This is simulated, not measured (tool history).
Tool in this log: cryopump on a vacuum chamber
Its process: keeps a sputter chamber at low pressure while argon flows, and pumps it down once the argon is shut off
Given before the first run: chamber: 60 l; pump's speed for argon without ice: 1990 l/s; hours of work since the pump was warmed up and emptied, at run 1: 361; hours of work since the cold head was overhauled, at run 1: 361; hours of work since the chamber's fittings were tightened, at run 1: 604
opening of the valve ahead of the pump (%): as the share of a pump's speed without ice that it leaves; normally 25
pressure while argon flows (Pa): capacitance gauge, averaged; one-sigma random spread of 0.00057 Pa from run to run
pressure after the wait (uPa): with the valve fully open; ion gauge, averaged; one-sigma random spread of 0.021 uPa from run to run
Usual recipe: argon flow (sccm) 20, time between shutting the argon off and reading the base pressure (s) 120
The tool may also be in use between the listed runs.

run    hour  argon flow (sccm)  time between shutting the argon off and reading the base pressure (s)  opening of the valve ahead of the pump (%)  hours of work since the pump was warmed up and emptied  hours of work since the cold head was overhauled  hours of work since the chamber's fittings were tightened  pressure while argon flows (Pa)  pressure after the wait (uPa)
  1       0                 20                                                                    120                                          25                                                     361                                               361                                                        604                           0.0711                           0.86
  2    82.6                 20                                                                    120                                          25                                                     403                                               403                                                        646                           0.0706                            0.9
  3   129.8                 20                                                                    120                                          25                                                     427                                               427                                                        670                           0.0714                           0.94
  4   207.5                 20                                                                    120                                          25                                                     467                                               467                                                        710                           0.0724                           1.02
  5   287.8                 20                                                                    120                                          25                                                     508                                               508                                                        751                           0.0718                           1.05
  6   361.5                 20                                                                    120                                          25                                                     546                                               546                                                        789                           0.0729                           1.08
  7   450.1                 20                                                                    120                                          25                                                     591                                               591                                                        834                           0.0734                           1.15
  8   531.4                 20                                                                    120                                          25                                                     633                                               633                                                        876                           0.0744                           1.22
  9   600.3                 20                                                                     45                                          25                                                     668                                               668                                                        911                           0.0734                           1.59
 10   672.7                 20                                                                    120                                          44                                                     705                                               705                                                        948                           0.0447                           1.32
 11   718.7                 20                                                                    120                                          44                                                     729                                               729                                                        972                           0.0453                           1.32
 12   779.9                 20                                                                    120                                          44                                                     760                                               760                                                       1003                           0.0456                           1.35
 13   831.2                 20                                                                    120                                          44                                                     787                                               787                                                       1029                           0.0464                           1.41
 14   889.2                 20                                                                    120                                          44                                                     816                                               816                                                       1059                           0.0465                           1.44
 15   974.5                 20                                                                    120                                          44                                                     860                                               860                                                       1103                           0.0473                           1.57
      999.4  -- pump warmed up, emptied and cooled again
 16    1036                 32                                                                    120                                          25                                                      19                                               889                                                       1132                           0.1094                           1.14
 17  1109.6                 32                                                                    120                                          25                                                      56                                               927                                                       1169                           0.1078                           1.16
 18  1178.1                 32                                                                    120                                          25                                                      92                                               962                                                       1204                           0.1101                           1.21
 19  1218.4                 36                                                                     27                                          25                                                     112                                               982                                                       1225                           0.1236                           1.92
 20    1301                  9                                                                     27                                          25                                                     154                                              1025                                                       1267                           0.0319                           1.93
 21  1382.1                  9                                                                     27                                          25                                                     196                                              1066                                                       1309                           0.0308                           2.06
 22  1440.5                 11                                                                     26                                          40                                                     226                                              1096                                                       1339                           0.0235                           2.07
 23  1517.2                 15                                                                     54                                          31                                                     265                                              1135                                                       1378                           0.0421                           1.63
 24  1590.8                  9                                                                     66                                          28                                                     303                                              1173                                                       1416                           0.0288                            1.6
 25  1679.2                 20                                                                     60                                          32                                                     348                                              1218                                                       1461                           0.0559                           1.72
 26  1716.4                 20                                                                     60                                          32                                                     367                                              1237                                                       1480                           0.0565                           1.77
 27  1782.3                 12                                                                    245                                          17                                                     401                                              1271                                                       1514                           0.0625                           1.54
 28  1833.1                 34                                                                     78                                          25                                                     427                                              1297                                                       1540                           0.1215                           1.75

Run 29 has not been measured yet. What should we expect?
 29  1907                 34                                                                     78                                          25                                                     465                                              1335                                                       1577                                ?                              ?

{"run 29": {"pressure while argon flows (Pa)": 0.1225, "pressure after the wait (uPa)": 1.78}}
Minus the tool's unlogged condition, the same run would have read pressure while argon flows (Pa) 0.1158, pressure after the wait (uPa) 0.4.
